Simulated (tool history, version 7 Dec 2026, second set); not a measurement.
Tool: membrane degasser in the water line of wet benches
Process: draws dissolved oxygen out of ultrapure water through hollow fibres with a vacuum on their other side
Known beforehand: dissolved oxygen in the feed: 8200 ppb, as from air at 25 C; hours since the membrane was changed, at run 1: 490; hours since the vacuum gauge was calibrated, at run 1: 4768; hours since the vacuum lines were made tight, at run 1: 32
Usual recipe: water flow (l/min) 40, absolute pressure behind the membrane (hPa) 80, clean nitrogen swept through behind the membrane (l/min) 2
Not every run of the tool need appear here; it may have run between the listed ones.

| run | day | water flow (l/min) | absolute pressure behind the membrane (hPa) | clean nitrogen swept through behind the membrane (l/min) | hours since the membrane was changed | hours since the vacuum gauge was calibrated | hours since the vacuum lines were made tight | dissolved oxygen in the water behind the degasser (ppb) | pressure that the water loses in the fibres (hPa) |
|---|---|---|---|---|---|---|---|---|---|
| 1 | 0 | 40 | 80 | 2 | 490 | 4768 | 32 | 221.9 | 598.2 |
| 2 | 2.575 | 40 | 92.4 | 2 | 552 | 4830 | 94 | 275.2 | 600.5 |
| 3 | 4.021 | 40 | 56.9 | 2 | 587 | 4865 | 129 | 123.5 | 602.7 |
| 4 | 5.779 | 25 | 80 | 2 | 629 | 4907 | 171 | 141.3 | 374.3 |
| 5 | 8.121 | 25 | 80 | 2 | 685 | 4963 | 227 | 140.6 | 373.4 |
| 6 | 9.504 | 40 | 175.3 | 2 | 718 | 4996 | 260 | 609.5 | 603 |
| 7 | 11.058 | 40 | 175.3 | 2 | 756 | 5034 | 298 | 606.4 | 605.5 |
| 8 | 12.788 | 40 | 175.3 | 2 | 797 | 5075 | 339 | 614.2 | 599.9 |
| 9 | 15.292 | 40 | 175.3 | 2 | 857 | 5135 | 399 | 609.6 | 601.3 |
| 10 | 17.625 | 40 | 175.3 | 2 | 913 | 5191 | 455 | 610 | 601.6 |
| 11 | 19.275 | 40 | 175.3 | 2 | 953 | 5231 | 495 | 610.9 | 602.5 |
| 12 | 21.317 | 40 | 175.3 | 2 | 1002 | 5280 | 544 | 608.6 | 601.9 |
| 13 | 23.679 | 40 | 175.3 | 2 | 1059 | 5337 | 601 | 613.2 | 604.5 |
| 14 | 26.4 | 40 | 175.3 | 2 | 1124 | 5402 | 666 | 613.3 | 601.4 |
| 15 | 28.85 | 40 | 80 | 2 | 1183 | 5461 | 725 | 223.1 | 605.2 |
| 16 | 31.008 | 40 | 80 | 2 | 1235 | 5512 | 776 | 223.6 | 601.3 |
| 17 | 33.354 | 41 | 69.4 | 2 | 1291 | 5569 | 833 | 184.6 | 624.1 |
| 18 | 34.833 | 41 | 83.5 | 1.59 | 1326 | 5604 | 868 | 293.1 | 615.4 |
| 19 | 36.846 | 41 | 83.5 | 1.59 | 1375 | 5653 | 917 | 295.9 | 620.1 |
| 20 | 38.6 | 40 | 68.6 | 2 | 1417 | 5695 | 959 | 175.7 | 604 |
| 21 | 39.867 | 40 | 58.4 | 2 | 1447 | 5725 | 989 | 131.3 | 604.7 |
| 22 | 42.55 | 38 | 68.5 | 1.21 | 1512 | 5789 | 1053 | 251 | 573.8 |
| 23 | 45.062 | 40 | 135.8 | 5.71 | 1572 | 5850 | 1114 | 184.7 | 603.8 |
| 24 | 46.462 | 55 | 71.1 | 0.98 | 1605 | 5883 | 1147 | 427.4 | 835 |
| 25 | 48.092 | 42 | 49.1 | 3.47 | 1645 | 5922 | 1186 | 64.8 | 633.1 |
| 26 | 49.438 | 61 | 131.9 | 5.27 | 1677 | 5955 | 1219 | 303.3 | 923.7 |
| 27 | 51.562 | 49 | 194.1 | 0.86 | 1728 | 6006 | 1270 | 1494.4 | 742.3 |
| 28 | 53.362 | 33 | 61.8 | 1.21 | 1771 | 6049 | 1313 | 181 | 501.9 |
| 29 | 56.192 | 40 | 87.5 | 2 | 1839 | 6117 | 1381 | 255.8 | 606.5 |
| 30 | 57.4 | 40 | 50.2 | 3.88 | 1868 | 6146 | 1410 | 58.7 | 608.1 |
| 31 | 58.671 | 40 | 87.1 | 4.34 | 1899 | 6176 | 1440 | 134 | 605.7 |
| 32 | 60.788 | 40 | 87.1 | 4.34 | 1949 | 6227 | 1491 | 134.1 | 607.3 |

Forecast each of these 3 alternatives for the next run:
| A | 62.433 | 40 | 53.4 | 2 | 1989 | 6267 | 1531 | ? | ? |
| B | 62.433 | 26 | 87.1 | 1.31 | 1989 | 6267 | 1531 | ? | ? |
| C | 62.433 | 25 | 80 | 2 | 1989 | 6267 | 1531 | ? | ? |

| run | dissolved oxygen in the water behind the degasser (ppb) | pressure that the water loses in the fibres (hPa) |
|---|---|---|
| A | 110.5 | 603.3 |
| B | 245.1 | 393.5 |
| C | 142.1 | 381.2 |
Had the tool no hidden state, the same runs would have come out as:
| run | dissolved oxygen in the water behind the degasser (ppb) | pressure that the water loses in the fibres (hPa) |
|---|---|---|
| A | 106.4 | 595.4 |
| B | 241.3 | 388.4 |
| C | 139.4 | 376.2 |
